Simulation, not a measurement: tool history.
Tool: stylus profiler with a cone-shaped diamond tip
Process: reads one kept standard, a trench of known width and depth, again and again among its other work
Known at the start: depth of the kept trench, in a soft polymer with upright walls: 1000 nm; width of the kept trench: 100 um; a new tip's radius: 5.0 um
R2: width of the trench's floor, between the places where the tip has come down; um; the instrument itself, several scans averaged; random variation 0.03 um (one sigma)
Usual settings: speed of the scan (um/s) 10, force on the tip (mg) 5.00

run 1 hour=0.0 | speed_of_the_scan_(um/s)=10 force_on_the_tip_(mg)=5.00 | depth_of_the_trench_(nm)=1016.31 R2=92.13
run 2 hour=91.8 | speed_of_the_scan_(um/s)=10 force_on_the_tip_(mg)=6.19 | depth_of_the_trench_(nm)=1018.34 R2=91.99
run 3 hour=166.9 | speed_of_the_scan_(um/s)=10 force_on_the_tip_(mg)=6.19 | depth_of_the_trench_(nm)=1018.99 R2=91.94
run 4 hour=253.8 | speed_of_the_scan_(um/s)=10 force_on_the_tip_(mg)=10.34 | depth_of_the_trench_(nm)=1026.17 R2=91.85
run 5 hour=318.6 | speed_of_the_scan_(um/s)=10 force_on_the_tip_(mg)=5.00 | depth_of_the_trench_(nm)=1016.56 R2=91.74
run 6 hour=402.4 | speed_of_the_scan_(um/s)=10 force_on_the_tip_(mg)=5.00 | depth_of_the_trench_(nm)=1016.71 R2=91.61
run 7 hour=482.2 | speed_of_the_scan_(um/s)=10 force_on_the_tip_(mg)=5.00 | depth_of_the_trench_(nm)=1016.88 R2=91.58
run 8 hour=556.6 | speed_of_the_scan_(um/s)=4 force_on_the_tip_(mg)=5.00 | depth_of_the_trench_(nm)=1017.30 R2=91.52
run 9 hour=630.2 | speed_of_the_scan_(um/s)=4 force_on_the_tip_(mg)=5.00 | depth_of_the_trench_(nm)=1016.98 R2=91.40
run 10 hour=718.5 | speed_of_the_scan_(um/s)=4 force_on_the_tip_(mg)=5.00 | depth_of_the_trench_(nm)=1017.07 R2=91.34
run 11 hour=809.5 | speed_of_the_scan_(um/s)=10 force_on_the_tip_(mg)=5.00 | depth_of_the_trench_(nm)=1017.56 R2=91.18
run 12 hour=902.1 | speed_of_the_scan_(um/s)=10 force_on_the_tip_(mg)=5.00 | depth_of_the_trench_(nm)=1017.55 R2=91.08
run 13 hour=955.1 | speed_of_the_scan_(um/s)=10 force_on_the_tip_(mg)=5.00 | depth_of_the_trench_(nm)=1017.52 R2=91.08
run 14 hour=1017.2 | speed_of_the_scan_(um/s)=10 force_on_the_tip_(mg)=5.00 | depth_of_the_trench_(nm)=1017.25 R2=90.92
run 15 hour=1060.1 | speed_of_the_scan_(um/s)=10 force_on_the_tip_(mg)=3.44 | depth_of_the_trench_(nm)=1014.20 R2=90.90
run 16 hour=1133.2 | speed_of_the_scan_(um/s)=10 force_on_the_tip_(mg)=3.44 | depth_of_the_trench_(nm)=1014.43 R2=90.82
run 17 hour=1216.3 | speed_of_the_scan_(um/s)=7 force_on_the_tip_(mg)=3.44 | depth_of_the_trench_(nm)=1014.34 R2=90.69
run 18 hour=1260.6 | speed_of_the_scan_(um/s)=10 force_on_the_tip_(mg)=2.45 | depth_of_the_trench_(nm)=1012.08 R2=90.63
run 19 hour=1325.7 | speed_of_the_scan_(um/s)=10 force_on_the_tip_(mg)=2.45 | depth_of_the_trench_(nm)=1011.73 R2=90.66
run 20 hour=1401.0 | speed_of_the_scan_(um/s)=10 force_on_the_tip_(mg)=5.00 | depth_of_the_trench_(nm)=1018.04 R2=90.60
run 21 hour=1487.3 | speed_of_the_scan_(um/s)=16 force_on_the_tip_(mg)=5.00 | depth_of_the_trench_(nm)=1018.45 R2=90.40
run 22 hour=1568.6 | speed_of_the_scan_(um/s)=9 force_on_the_tip_(mg)=5.00 | depth_of_the_trench_(nm)=1019.86 R2=90.34
run 23 hour=1608.5 | speed_of_the_scan_(um/s)=9 force_on_the_tip_(mg)=13.26 | depth_of_the_trench_(nm)=1033.71 R2=90.37
run 24 hour=1693.6 | speed_of_the_scan_(um/s)=9 force_on_the_tip_(mg)=13.26 | depth_of_the_trench_(nm)=1029.15 R2=93.99
run 25 hour=1762.8 | speed_of_the_scan_(um/s)=9 force_on_the_tip_(mg)=13.26 | depth_of_the_trench_(nm)=1029.45 R2=93.90
run 26 hour=1802.7 | speed_of_the_scan_(um/s)=9 force_on_the_tip_(mg)=13.26 | depth_of_the_trench_(nm)=1029.06 R2=93.83
run 27 hour=1857.4 | speed_of_the_scan_(um/s)=8 force_on_the_tip_(mg)=2.17 | depth_of_the_trench_(nm)=1009.14 R2=93.76
run 28 hour=1944.7 | speed_of_the_scan_(um/s)=3 force_on_the_tip_(mg)=4.74 | depth_of_the_trench_(nm)=1014.45 R2=93.62
run 29 hour=2011.7 | speed_of_the_scan_(um/s)=3 force_on_the_tip_(mg)=4.74 | depth_of_the_trench_(nm)=1014.72 R2=93.54
run 30 hour=2089.1 | speed_of_the_scan_(um/s)=2 force_on_the_tip_(mg)=4.63 | depth_of_the_trench_(nm)=1014.03 R2=93.36
run 31 hour=2135.0 | speed_of_the_scan_(um/s)=4 force_on_the_tip_(mg)=1.89 | depth_of_the_trench_(nm)=1007.48 R2=93.30
run 32 hour=2210.2 | speed_of_the_scan_(um/s)=10 force_on_the_tip_(mg)=13.81 | depth_of_the_trench_(nm)=1029.94 R2=93.21
run 33 hour=2265.0 | speed_of_the_scan_(um/s)=3 force_on_the_tip_(mg)=5.85 | depth_of_the_trench_(nm)=1016.81 R2=93.12
run 34 hour=2356.4 | speed_of_the_scan_(um/s)=6 force_on_the_tip_(mg)=3.25 | depth_of_the_trench_(nm)=1011.31 R2=93.00
run 35 hour=2442.0 | speed_of_the_scan_(um/s)=30 force_on_the_tip_(mg)=2.60 | depth_of_the_trench_(nm)=1010.06 R2=92.75
run 36 hour=2481.2 | speed_of_the_scan_(um/s)=30 force_on_the_tip_(mg)=2.60 | depth_of_the_trench_(nm)=1010.44 R2=92.68
run 37 hour=2559.6 | speed_of_the_scan_(um/s)=5 force_on_the_tip_(mg)=7.90 | depth_of_the_trench_(nm)=1021.01 R2=92.68
run 38 hour=2651.3 | speed_of_the_scan_(um/s)=8 force_on_the_tip_(mg)=6.46 | depth_of_the_trench_(nm)=1018.32 R2=92.56
run 39 hour=2735.9 | speed_of_the_scan_(um/s)=15 force_on_the_tip_(mg)=3.66 | depth_of_the_trench_(nm)=1013.17 R2=92.45
run 40 hour=2806.4 | speed_of_the_scan_(um/s)=15 force_on_the_tip_(mg)=5.32 | depth_of_the_trench_(nm)=1016.45 R2=92.37
run 41 hour=2900.0 | speed_of_the_scan_(um/s)=34 force_on_the_tip_(mg)=3.73 | depth_of_the_trench_(nm)=1013.84 R2=92.14
run 42 hour=2948.4 | speed_of_the_scan_(um/s)=11 force_on_the_tip_(mg)=3.80 | depth_of_the_trench_(nm)=1013.65 R2=92.17
run 43 hour=2999.5 | speed_of_the_scan_(um/s)=11 force_on_the_tip_(mg)=1.86 | depth_of_the_trench_(nm)=1008.93 R2=92.12
run 44 hour=3067.4 | speed_of_the_scan_(um/s)=3 force_on_the_tip_(mg)=5.18 | depth_of_the_trench_(nm)=1016.66 R2=92.07
run 45 hour=3115.0 | speed_of_the_scan_(um/s)=3 force_on_the_tip_(mg)=5.18 | depth_of_the_trench_(nm)=1017.00 R2=92.07
run 46 hour=3196.1 | speed_of_the_scan_(um/s)=21 force_on_the_tip_(mg)=11.01 | depth_of_the_trench_(nm)=1026.90 R2=91.82
run 47 hour=3249.0 | speed_of_the_scan_(um/s)=14 force_on_the_tip_(mg)=11.01 | depth_of_the_trench_(nm)=1027.09 R2=91.82

Taken out of this log: 3 entries between the listed runs. Where each belongs, and how the hidden state differs across it:
Between runs 21 and 22: height scale calibrated on a step standard (hour 1491.9)
  radius of the tip, um: 11.82 -> 12.01; height scale over the true one, %: 0.323 -> 0.503
  measured less the result without the state, depth of the trench (nm): +3.28 -> +5.10; R2: -3.52 -> -3.60 um
Between runs 23 and 24: new tip fitted, height scale calibrated (hour 1626.5)
  radius of the tip, um: 12.11 -> 4.97; height scale over the true one, %: 0.508 -> 0.022
  measured less the result without the state, depth of the trench (nm): +5.22 -> +0.23; R2: -3.64 -> +0.02 um
Between runs 27 and 28: height scale calibrated on a step standard, once more (hour 1908.6)
  radius of the tip, um: 5.37 -> 5.6; height scale over the true one, %: 0.042 -> -0.014
  measured less the result without the state, depth of the trench (nm): +0.42 -> -0.14; R2: -0.24 -> -0.39 um

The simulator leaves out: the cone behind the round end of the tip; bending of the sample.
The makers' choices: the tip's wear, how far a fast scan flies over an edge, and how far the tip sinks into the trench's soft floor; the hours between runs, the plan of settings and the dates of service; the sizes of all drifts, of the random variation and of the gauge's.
